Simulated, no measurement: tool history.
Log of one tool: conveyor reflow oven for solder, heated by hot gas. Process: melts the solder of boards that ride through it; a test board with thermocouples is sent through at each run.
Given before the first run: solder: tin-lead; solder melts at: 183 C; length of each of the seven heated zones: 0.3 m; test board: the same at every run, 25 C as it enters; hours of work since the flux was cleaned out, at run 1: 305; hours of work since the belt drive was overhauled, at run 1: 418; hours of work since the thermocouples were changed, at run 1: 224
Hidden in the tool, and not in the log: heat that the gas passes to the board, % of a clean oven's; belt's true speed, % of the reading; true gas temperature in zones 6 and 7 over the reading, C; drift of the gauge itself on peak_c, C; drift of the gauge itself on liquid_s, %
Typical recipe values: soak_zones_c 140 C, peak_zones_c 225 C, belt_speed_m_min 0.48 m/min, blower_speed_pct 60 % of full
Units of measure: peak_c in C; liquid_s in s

run	hour	soak_zones_c	peak_zones_c	belt_speed_m_min	blower_speed_pct	hours of work since the flux was cleaned out	hours of work since the belt drive was overhauled	hours of work since the thermocouples were changed	peak_c	liquid_s
1	0	140	225	0.48	60	305	418	224	198	32.7
2	50.4	140	213	0.48	60	335	448	254	188.9	15.2
# hour 71.7: flux residue cleaned out of gas plates and filters
3	110.3	140	213	0.48	60	23	480	286	193.1	25.4
4	163.3	140	225	0.399	60	54	512	317	207.5	58.1
5	224	140	228	0.48	60	90	547	353	203.6	42.3
6	280.3	127	228	0.48	60	123	580	386	199.7	32.6
7	347.1	140	225	0.48	60	162	620	425	200.7	37.4
8	409.7	140	225	0.513	60	199	657	462	197.4	30
9	466.7	140	225	0.513	60	233	690	496	197.5	29.1
10	520.5	140	225	0.513	60	264	722	528	196.8	28.4
11	575.3	140	225	0.48	60	297	754	560	198.9	34.7
12	628.1	140	225	0.48	65	328	785	591	200.2	38
# hour 656: flux residue cleaned out of gas plates and filters
13	690.5	140	225	0.48	65	20	819	625	204.1	43
# hour 699.2: belt drive overhauled, speed set with a stopwatch
14	746.2	140	232	0.48	60	51	28	655	207.1	47.4
15	816.1	140	225	0.48	60	92	69	696	202.6	40.4
16	858.8	140	225	0.48	60	117	94	721	202.7	40.9
# hour 920.6: belt drive overhauled, speed set with a stopwatch, once more
17	944.8	140	225	0.48	61	165	14	770	200.7	37.3
18	1025.6	140	225	0.48	61	213	62	817	201.1	36.7
19	1063.3	140	225	0.48	61	235	84	840	199.9	35.5
20	1132.6	140	234	0.48	63	276	125	880	207.4	45.1
21	1170.7	140	234	0.48	63	298	147	903	206.5	44
22	1235.3	143	214	0.494	53	336	185	941	187.6	12.7
# hour 1252.4: flux residue cleaned out of gas plates and filters
23	1302.3	143	214	0.494	53	29	222	977	190.9	19.9
24	1356.4	143	214	0.494	53	61	254	1009	190.7	20.2
25	1427.9	143	214	0.549	53	103	296	1051	186.6	9.1
26	1471.4	143	214	0.549	53	129	321	1077	186.2	7.6
27	1524.8	145	225	0.48	60	160	353	1108	202.1	41.9
28	1598.1	147	240	0.484	51	204	396	1151	208.8	49.5
29	1669.7	147	240	0.484	51	246	438	1194	208.6	48.7

What if the next run were any one of these 3? Each begins from the tool's condition after run 29:
# hour 1715.2: thermocouples of zones 6 and 7 changed
A	1750.1	147	213	0.484	51	292	484	21	?	?
# hour 1715.2: thermocouples of zones 6 and 7 changed
B	1750.1	140	225	0.43	60	292	484	21	?	?
# hour 1715.2: thermocouples of zones 6 and 7 changed
C	1750.1	152	240	0.484	82	292	484	21	?	?

run	peak_c	liquid_s
A	188.8	17.1
B	203.1	45.9
C	218.9	61.2
Stripped of hidden state, with their random variation kept, the same runs would have yielded:
run	peak_c	liquid_s
A	191	22.9
B	205.7	50
C	222.3	63.5
